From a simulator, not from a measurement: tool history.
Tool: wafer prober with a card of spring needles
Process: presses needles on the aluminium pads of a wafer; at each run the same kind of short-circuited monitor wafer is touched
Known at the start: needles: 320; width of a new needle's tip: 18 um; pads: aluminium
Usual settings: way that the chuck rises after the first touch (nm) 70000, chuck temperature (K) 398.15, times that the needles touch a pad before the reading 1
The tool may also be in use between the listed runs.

run,hour,way that the chuck rises after the first touch (nm),chuck temperature (K),times that the needles touch a pad before the reading,resistance of one needle with its contact and lead (mohm),way that a needle slides on the pad (nm)
1,0,70000,398.15,1,241,18300
# hour 2.5: tips cleaned on abrasive film
# hour 14.6: tips cleaned on abrasive film
# hour 26.8: tips cleaned on abrasive film
# hour 38.9: tips cleaned on abrasive film
2,47.7,70000,398.15,1,254,18160
# hour 50.2: tips cleaned on abrasive film
# hour 59.9: tips cleaned on abrasive film
# hour 72.1: tips cleaned on abrasive film
# hour 84.2: tips cleaned on abrasive film
3,89,70000,398.15,1,236,18230
# hour 96.3: tips cleaned on abrasive film
# hour 108.5: tips cleaned on abrasive film
# hour 120.6: tips cleaned on abrasive film
# hour 132.7: tips cleaned on abrasive film
# hour 142.5: tips cleaned on abrasive film
# hour 154.6: tips cleaned on abrasive film
4,158.7,70000,398.15,1,233,18090
# hour 166: tips cleaned on abrasive film
# hour 175.7: tips cleaned on abrasive film
# hour 187.9: tips cleaned on abrasive film
# hour 200: tips cleaned on abrasive film
# hour 209.7: tips cleaned on abrasive film
# hour 221.9: tips cleaned on abrasive film
# hour 234: tips cleaned on abrasive film
# hour 243.7: tips cleaned on abrasive film
5,245,70000,324.15,1,209,17820
# hour 254.7: tips cleaned on abrasive film
# hour 264.5: tips cleaned on abrasive film
# hour 276.6: tips cleaned on abrasive film
# hour 286.3: tips cleaned on abrasive film
6,289,70000,324.15,1,215,17790
# hour 296.3: tips cleaned on abrasive film
# hour 308.4: tips cleaned on abrasive film
# hour 318.2: tips cleaned on abrasive film
# hour 330.3: tips cleaned on abrasive film
7,333.1,70000,324.15,1,219,17820
# hour 340.5: tips cleaned on abrasive film
# hour 352.6: tips cleaned on abrasive film
# hour 364.7: tips cleaned on abrasive film
# hour 376.9: tips cleaned on abrasive film
# hour 389: tips cleaned on abrasive film
# hour 401.1: tips cleaned on abrasive film
# hour 413.3: tips cleaned on abrasive film
# hour 423.3: tips cleaned on abrasive film
8,423.3,70000,398.15,1,219,17550
# hour 433: tips cleaned on abrasive film
# hour 442.8: tips cleaned on abrasive film
# hour 454.9: tips cleaned on abrasive film
# hour 464.6: tips cleaned on abrasive film
# hour 476.7: tips cleaned on abrasive film
9,479.1,70000,398.15,2,223,17480
# hour 488.8: tips cleaned on abrasive film
# hour 500.9: tips cleaned on abrasive film
# hour 513: tips cleaned on abrasive film
10,520.2,70000,398.15,2,237,17280
# hour 525.1: tips cleaned on abrasive film
# hour 537.3: tips cleaned on abrasive film
# hour 549.4: tips cleaned on abrasive film
# hour 561.5: tips cleaned on abrasive film
# hour 573.6: tips cleaned on abrasive film
# hour 583.5: tips cleaned on abrasive film
11,583.5,54000,398.15,2,226,13020
# hour 595.6: tips cleaned on abrasive film
# hour 605.3: tips cleaned on abrasive film
# hour 615: tips cleaned on abrasive film
# hour 627.1: tips cleaned on abrasive film
# hour 636.9: tips cleaned on abrasive film
12,642.4,54000,398.15,2,256,12900
# hour 647.3: tips cleaned on abrasive film
# hour 657: tips cleaned on abrasive film
# hour 669.2: tips cleaned on abrasive film
# hour 678.9: tips cleaned on abrasive film
# hour 691: tips cleaned on abrasive film
# hour 700.7: tips cleaned on abrasive film
# hour 712.9: tips cleaned on abrasive film
13,722.4,83000,316.15,3,206,20560
# hour 725: tips cleaned on abrasive film
# hour 737.1: tips cleaned on abrasive film
# hour 749.2: tips cleaned on abrasive film
# hour 761.4: tips cleaned on abrasive film
# hour 771.1: tips cleaned on abrasive film
# hour 783.2: tips cleaned on abrasive film
# hour 795.3: tips cleaned on abrasive film
# hour 807.5: tips cleaned on abrasive film
14,816.5,79000,387.15,1,244,19260
# hour 819: tips cleaned on abrasive film
# hour 828.7: tips cleaned on abrasive film
# hour 840.8: tips cleaned on abrasive film
# hour 850.6: tips cleaned on abrasive film
# hour 850.9: height of the first contact set anew
# hour 860.6: tips cleaned on abrasive film
# hour 872.7: tips cleaned on abrasive film
# hour 882.5: tips cleaned on abrasive film
# hour 893.7: tips cleaned on abrasive film
15,893.7,79000,387.15,1,209,20820
# hour 903.4: tips cleaned on abrasive film
# hour 915.6: tips cleaned on abrasive film
# hour 925.3: tips cleaned on abrasive film
# hour 937.4: tips cleaned on abrasive film
16,943.8,79000,387.15,1,235,20800
# hour 948.7: tips cleaned on abrasive film
# hour 960.9: tips cleaned on abrasive film
# hour 973: tips cleaned on abrasive film
# hour 982.7: tips cleaned on abrasive film
# hour 994.9: tips cleaned on abrasive film
# hour 1004.6: tips cleaned on abrasive film
17,1008,58000,353.15,1,240,14940

The next listed run, before its measurement:
# hour 1015.3: tips cleaned on abrasive film
# hour 1025: tips cleaned on abrasive film
# hour 1037.2: tips cleaned on abrasive film
# hour 1049.3: tips cleaned on abrasive film
18,1056.8,76000,347.15,1,?,?

{"run 18": {"resistance of one needle with its contact and lead (mohm)": 238, "way that a needle slides on the pad (nm)": 19730}}
Without the tool's hidden state the same run would have given resistance of one needle with its contact and lead (mohm) 198, way that a needle slides on the pad (nm) 20090.
